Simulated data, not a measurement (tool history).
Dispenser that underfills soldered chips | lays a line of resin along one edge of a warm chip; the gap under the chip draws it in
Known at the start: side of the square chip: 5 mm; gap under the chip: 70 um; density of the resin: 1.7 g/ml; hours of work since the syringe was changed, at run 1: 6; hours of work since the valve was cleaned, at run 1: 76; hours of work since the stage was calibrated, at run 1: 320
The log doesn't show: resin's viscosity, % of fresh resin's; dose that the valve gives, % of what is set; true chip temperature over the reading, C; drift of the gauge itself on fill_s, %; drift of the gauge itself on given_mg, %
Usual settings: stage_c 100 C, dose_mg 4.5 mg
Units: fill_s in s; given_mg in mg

run,hour,stage_c,dose_mg,hours of work since the syringe was changed,hours of work since the valve was cleaned,hours of work since the stage was calibrated,fill_s,given_mg
1,0,100,4.5,6,76,320,16.3,4.21
# hour 1.3: new syringe of resin
2,6.9,100,4.5,4,81,326,14.9,4.15
# hour 10.1: new syringe of resin
# hour 18.6: new syringe of resin
3,20.3,100,4.97,1,91,336,11.9,4.56
# hour 26.8: new syringe of resin
4,28.7,100,4.97,2,98,342,12.6,4.61
# hour 35.5: new syringe of resin
5,35.5,100,3.86,0,103,347,11.3,3.52
# hour 43.5: new syringe of resin
# hour 44.5: dispensing valve cleaned and set on the balance
6,44.5,93,4.5,0,0,353,13.1,4.53
7,51.5,93,4.5,6,6,359,19.3,4.5
# hour 52.9: new syringe of resin
# hour 61.6: new syringe of resin
8,64.5,93,4.5,2,15,369,15.7,4.49
# hour 70.8: new syringe of resin
9,72.1,100,4.5,1,21,375,11.9,4.45
# hour 79.3: new syringe of resin
10,79.3,100,4.5,0,27,380,11.1,4.4
# hour 88.5: new syringe of resin
11,88.8,97,4.5,0,34,387,12.1,4.32
# hour 97.3: new syringe of resin
12,99.3,97,4.5,2,42,395,13.6,4.33
# hour 106: new syringe of resin
13,109,97,4.5,2,50,403,14.8,4.2
# hour 114: new syringe of resin
14,116,113,4.5,2,55,408,8.4,4.26
# hour 121.7: stage's temperature calibrated
# hour 124.2: new syringe of resin
15,127.2,113,4.5,2,63,4,7.8,4.28
# hour 132.7: new syringe of resin
16,138.8,97,4.5,5,72,13,15.5,4.21
# hour 141.3: new syringe of resin
17,146.6,97,4.5,4,78,19,15.2,4.15
# hour 149.9: new syringe of resin
18,155.8,93,4.85,5,85,26,17.4,4.57
# hour 157.9: new syringe of resin
19,163.1,98,3.94,4,90,32,15.2,3.63
# hour 166.1: new syringe of resin
20,171.4,111,5.13,4,97,38,10.3,4.76
# hour 174.7: new syringe of resin
21,181.1,93,4.5,5,104,45,18.2,4.14
# hour 183.1: new syringe of resin
# hour 188.7: dispensing valve cleaned and set on the balance
22,189.5,92,4.11,4,1,51,18.6,4.05
# hour 193: new syringe of resin
# hour 201.3: new syringe of resin
23,203,99,4.56,1,11,61,11.9,4.5
# hour 209.7: new syringe of resin
24,215.5,99,4.56,5,21,71,14.9,4.49
# hour 218.7: new syringe of resin
25,224.1,89,5.65,4,27,78,19.1,5.47
# hour 227.1: new syringe of resin
# hour 235.5: new syringe of resin
26,237.2,87,4.81,1,37,88,16.6,4.6
# hour 243.7: new syringe of resin
27,246.1,87,4.89,2,44,94,18,4.68
# hour 252.2: new syringe of resin
28,253.7,104,4.45,1,50,100,9.7,4.27
# hour 260.3: new syringe of resin
29,260.3,111,4.3,0,55,105,7.9,4.19
# hour 269.5: new syringe of resin
30,272.1,111,4.3,2,64,114,9.3,4.1
# hour 277.6: new syringe of resin
# hour 285.8: new syringe of resin
31,285.8,109,5.17,0,74,125,8.3,4.86
# hour 294.1: new syringe of resin
32,295.6,87,5.13,1,82,132,16.6,4.88
# hour 303.2: new syringe of resin
33,305.3,101,4.46,2,89,140,12.1,4.13

Forecast each of these 5 alternatives for the next run:
# hour 311.3: new syringe of resin
A,314.5,96,4.47,2,96,147,?,?
# hour 311.3: new syringe of resin
B,314.5,91,5.31,2,96,147,?,?
# hour 311.3: new syringe of resin
C,314.5,104,4.44,2,96,147,?,?
# hour 311.3: new syringe of resin
D,314.5,106,4.88,2,96,147,?,?
# hour 311.3: new syringe of resin
E,314.5,100,4.12,2,96,147,?,?

run,fill_s,given_mg
A,14.4,4.18
B,15.8,4.85
C,11.6,3.98
D,9.9,4.4
E,13.3,3.78
Without the tool's hidden state the same runs would have given:
run,fill_s,given_mg
A,11.7,4.54
B,12.9,5.27
C,9.4,4.33
D,8,4.79
E,10.7,4.1
